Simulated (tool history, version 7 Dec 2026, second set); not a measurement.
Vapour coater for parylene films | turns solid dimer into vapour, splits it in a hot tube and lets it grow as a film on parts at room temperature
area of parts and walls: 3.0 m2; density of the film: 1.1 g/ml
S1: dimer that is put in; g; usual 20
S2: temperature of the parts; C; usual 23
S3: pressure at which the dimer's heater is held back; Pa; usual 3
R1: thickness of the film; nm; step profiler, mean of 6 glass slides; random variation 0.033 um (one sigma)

{"run": 1, "day": 0.0, "S1": 20, "S2": 23, "S3": 3, "R1": 3090}
{"run": 2, "day": 0.517, "S1": 20, "S2": 23, "S3": 3, "R1": 3080}
{"run": 3, "day": 1.05, "S1": 20, "S2": 23, "S3": 3, "R1": 3130}
{"run": 4, "day": 1.638, "S1": 20, "S2": 23, "S3": 3, "R1": 3070}
{"run": 5, "day": 2.125, "S1": 20, "S2": 23, "S3": 3, "R1": 3010}
{"run": 6, "day": 2.654, "S1": 20, "S2": 23, "S3": 3, "R1": 3070}
{"run": 7, "day": 3.275, "S1": 20, "S2": 26, "S3": 3, "R1": 2740}
{"run": 8, "day": 3.6, "S1": 20, "S2": 23, "S3": 3, "R1": 3060}
{"run": 9, "day": 4.179, "S1": 19, "S2": 23, "S3": 3, "R1": 2900}
{"run": 10, "day": 4.621, "S1": 19, "S2": 23, "S3": 3, "R1": 2880}
{"run": 11, "day": 5.008, "S1": 19, "S2": 23, "S3": 3, "R1": 2860}
{"run": 12, "day": 5.579, "S1": 20, "S2": 23, "S3": 3, "R1": 3030}
{"run": 13, "day": 6.021, "S1": 20, "S2": 23, "S3": 3, "R1": 3020}
{"run": 14, "day": 6.633, "S1": 20, "S2": 23, "S3": 3, "R1": 3030}
{"run": 15, "day": 6.988, "S1": 20, "S2": 28, "S3": 7.26, "R1": 2330}
{"run": 16, "day": 7.496, "S1": 20, "S2": 28, "S3": 2.86, "R1": 2600}
{"run": 17, "day": 7.783, "S1": 14, "S2": 23, "S3": 3, "R1": 2130}
{"run": 18, "day": 8.283, "S1": 14, "S2": 23, "S3": 3, "R1": 2100}

Forecast run 19:
{"run": 19, "day": 8.958, "S1": 34, "S2": 22, "S3": 3, "R1": "?"}

{"run 19": {"R1": 5180}}
Without the tool's hidden state the same run would have given R1 5770 nm.
